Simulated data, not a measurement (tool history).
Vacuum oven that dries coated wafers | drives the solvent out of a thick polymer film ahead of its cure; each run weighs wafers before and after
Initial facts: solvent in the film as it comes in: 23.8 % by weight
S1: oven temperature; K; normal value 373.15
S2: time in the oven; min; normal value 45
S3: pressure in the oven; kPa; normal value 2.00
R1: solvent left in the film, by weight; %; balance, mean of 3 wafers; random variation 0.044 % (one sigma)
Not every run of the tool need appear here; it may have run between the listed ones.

run 1 hour=0.0 | S1=373.15 S2=45 S3=2.00 | R1=4.32
run 2 hour=17.0 | S1=373.15 S2=28 S3=2.00 | R1=7.04
run 3 hour=32.3 | S1=373.15 S2=61 S3=2.00 | R1=3.11
run 4 hour=49.5 | S1=373.15 S2=61 S3=2.00 | R1=3.07
run 5 hour=65.0 | S1=373.15 S2=45 S3=2.00 | R1=4.31
run 6 hour=78.7 | S1=373.15 S2=45 S3=2.00 | R1=4.39
run 7 hour=94.6 | S1=373.15 S2=45 S3=2.00 | R1=4.30
run 8 hour=111.2 | S1=381.15 S2=45 S3=2.00 | R1=2.50
run 9 hour=127.1 | S1=381.15 S2=45 S3=2.00 | R1=2.54
run 10 hour=142.2 | S1=381.15 S2=45 S3=2.00 | R1=2.42
run 11 hour=156.3 | S1=381.15 S2=45 S3=2.00 | R1=2.49
run 12 hour=171.9 | S1=373.15 S2=45 S3=1.97 | R1=4.34
run 13 hour=189.7 | S1=373.15 S2=45 S3=1.97 | R1=4.24
run 14 hour=205.3 | S1=373.15 S2=45 S3=1.97 | R1=4.28
run 15 hour=218.1 | S1=373.15 S2=23 S3=1.05 | R1=7.70
run 16 hour=236.6 | S1=365.15 S2=32 S3=2.00 | R1=9.24
run 17 hour=250.0 | S1=365.15 S2=32 S3=2.00 | R1=9.08
run 18 hour=261.7 | S1=365.15 S2=32 S3=2.00 | R1=9.13
run 19 hour=279.3 | S1=384.15 S2=45 S3=6.50 | R1=4.68
run 20 hour=292.6 | S1=373.15 S2=25 S3=7.63 | R1=11.50
run 21 hour=306.5 | S1=373.15 S2=41 S3=6.70 | R1=8.53
run 22 hour=319.6 | S1=373.15 S2=41 S3=6.70 | R1=8.57
run 23 hour=337.3 | S1=385.15 S2=68 S3=5.39 | R1=3.37

Forecast each of these 3 alternatives for the next run:
run A hour=351.5 | S1=386.15 S2=51 S3=1.91 | R1=?
run B hour=351.5 | S1=375.15 S2=58 S3=4.68 | R1=?
run C hour=351.5 | S1=372.15 S2=45 S3=2.00 | R1=?

run=A R1=1.44
run=B R1=4.97
run=C R1=4.67
Without the tool's hidden state the same runs would have given:
run=A R1=1.44
run=B R1=4.96
run=C R1=4.66
